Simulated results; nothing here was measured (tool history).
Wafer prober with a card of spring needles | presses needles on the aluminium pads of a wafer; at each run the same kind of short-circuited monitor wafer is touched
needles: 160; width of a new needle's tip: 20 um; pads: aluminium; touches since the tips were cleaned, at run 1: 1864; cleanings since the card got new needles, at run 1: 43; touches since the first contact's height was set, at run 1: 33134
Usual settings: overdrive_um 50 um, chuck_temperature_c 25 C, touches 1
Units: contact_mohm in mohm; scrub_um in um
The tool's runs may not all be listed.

run   hour  overdrive_um  chuck_temperature_c  touches  touches since the tips were cleaned  cleanings since the card got new needles  touches since the first contact's height was set  contact_mohm  scrub_um
  1    0.0            50                   25        1                                 1864                                        43                                             33134           267     11.38
  2    6.4            50                   25        1                                 4967                                        43                                             36237           361     11.39
       7.4  -- tips cleaned on abrasive film
  3   15.7            50                   25        1                                 4050                                        44                                             40770           357     11.38
      19.4  -- tips cleaned on abrasive film
  4   26.3            51                   25        1                                 3340                                        45                                             45862           324     11.62
      31.4  -- tips cleaned on abrasive film
  5   32.7            47                   25        1                                  639                                        46                                             48968           217     10.66
      43.2  -- tips cleaned on abrasive film
  6   45.7            47                   60        1                                 1236                                        47                                             55259           261     10.65
      54.4  -- tips cleaned on abrasive film
  7   56.6            39                   25        1                                 1056                                        48                                             60537           295      8.81
  8   64.8            39                   25        1                                 5046                                        48                                             64527           515      8.80
      66.1  -- tips cleaned on abrasive film
  9   72.7            39                   25        1                                 3235                                        49                                             68344           452      8.79
      77.3  -- tips cleaned on abrasive film
 10   82.3            50                   25        1                                 2416                                        50                                             72977           301     11.32
      88.6  -- tips cleaned on abrasive film
 11   93.4            64                   25        1                                 2381                                        51                                             78384           232     14.51
      98.4  -- height of the first contact set anew
     100.2  -- tips cleaned on abrasive film
 12  101.8            64                   25        1                                  790                                        52                                              1627           184     14.67
 13  108.4            64                   25        1                                 4004                                        52                                              4841           258     14.64
     112.1  -- tips cleaned on abrasive film
 14  119.7            64                   25        1                                 3702                                        53                                             10317           255     14.64
     124.0  -- tips cleaned on abrasive film
 15  127.3            64                   25        1                                 1615                                        54                                             13996           216     14.62
     136.2  -- tips cleaned on abrasive film
 16  136.6            50                   25        1                                  214                                        55                                             18490           187     11.41
 17  144.5            50                   25        1                                 4084                                        55                                             22360           351     11.43
     147.8  -- tips cleaned on abrasive film
 18  153.8            50                   57        1                                 2965                                        56                                             26846           322     11.41
     159.2  -- tips cleaned on abrasive film
 19  164.0            39                  107        2                                 2334                                        57                                             31771           304      8.88
     170.7  -- tips cleaned on abrasive film
 20  174.2            42                   34        1                                 1712                                        58                                             36702           341      9.54
     182.0  -- tips cleaned on abrasive film
 21  182.0            42                   34        1                                    0                                        59                                             40471           172      9.53
 22  189.0            42                   34        1                                 3420                                        59                                             43891           411      9.53
     193.7  -- tips cleaned on abrasive film
 23  199.8            50                   25        1                                 2942                                        60                                             49089           325     11.33
     205.0  -- tips cleaned on abrasive film
 24  207.6            50                   83        1                                 1260                                        61                                             52882           259     11.32
     216.4  -- tips cleaned on abrasive film
 25  216.4            50                  125        1                                    0                                        62                                             57118           182     11.32
     228.2  -- tips cleaned on abrasive film
 26  229.5            50                   97        2                                  642                                        63                                             63483           190     11.31
 27  237.0            32                   97        2                                 4295                                        63                                             67136           470      7.17
     239.7  -- tips cleaned on abrasive film
 28  248.1            32                   97        2                                 4113                                        64                                             72523           450      7.17
     251.1  -- tips cleaned on abrasive film
 29  253.9            44                  104        1                                 1351                                        65                                             75271           313      9.91
     262.9  -- tips cleaned on abrasive film
     265.3  -- height of the first contact set anew
 30  266.4            49                   51        2                                 1562                                        66                                               505           222     11.22
     275.2  -- tips cleaned on abrasive film
 31  277.0            33                   51        3                                  866                                        67                                              5641           237      7.54
     287.3  -- tips cleaned on abrasive film
 32  290.7            53                   32        2                                 1654                                        68                                             12299           207     12.10
     298.6  -- tips cleaned on abrasive film
 33  303.2            53                   32        2                                 2239                                        69                                             18361           225     12.12
     310.9  -- tips cleaned on abrasive film
 34  313.2            53                   32        2                                 1099                                        70                                             23173           199     12.05

The same runs without the tool's hidden state, with the same run-to-run variation:
The hidden state here: debris on the tips, nm; way that the needles fall short of the set height, um; tips' diameter, um; drift of the gauge itself on contact_mohm, %; drift of the gauge itself on scrub_um, %.
run  contact_mohm  scrub_um
  1           143     11.44
  2           141     11.46
  3           144     11.45
  4           143     11.71
  5           143     10.76
  6           152     10.76
  7           151      8.93
  8           152      8.93
  9           152      8.93
 10           144     11.47
 11           137     14.67
 12           136     14.68
 13           135     14.65
 14           134     14.67
 15           137     14.65
 16           143     11.45
 17           143     11.47
 18           152     11.46
 19           172      8.94
 20           149      9.62
 21           149      9.63
 22           150      9.62
 23           141     11.44
 24           155     11.45
 25           164     11.46
 26           153     11.46
 27           180      7.33
 28           177      7.34
 29           165     10.08
 30           149     11.22
 31           163      7.55
 32           140     12.13
 33           142     12.16
 34           141     12.11
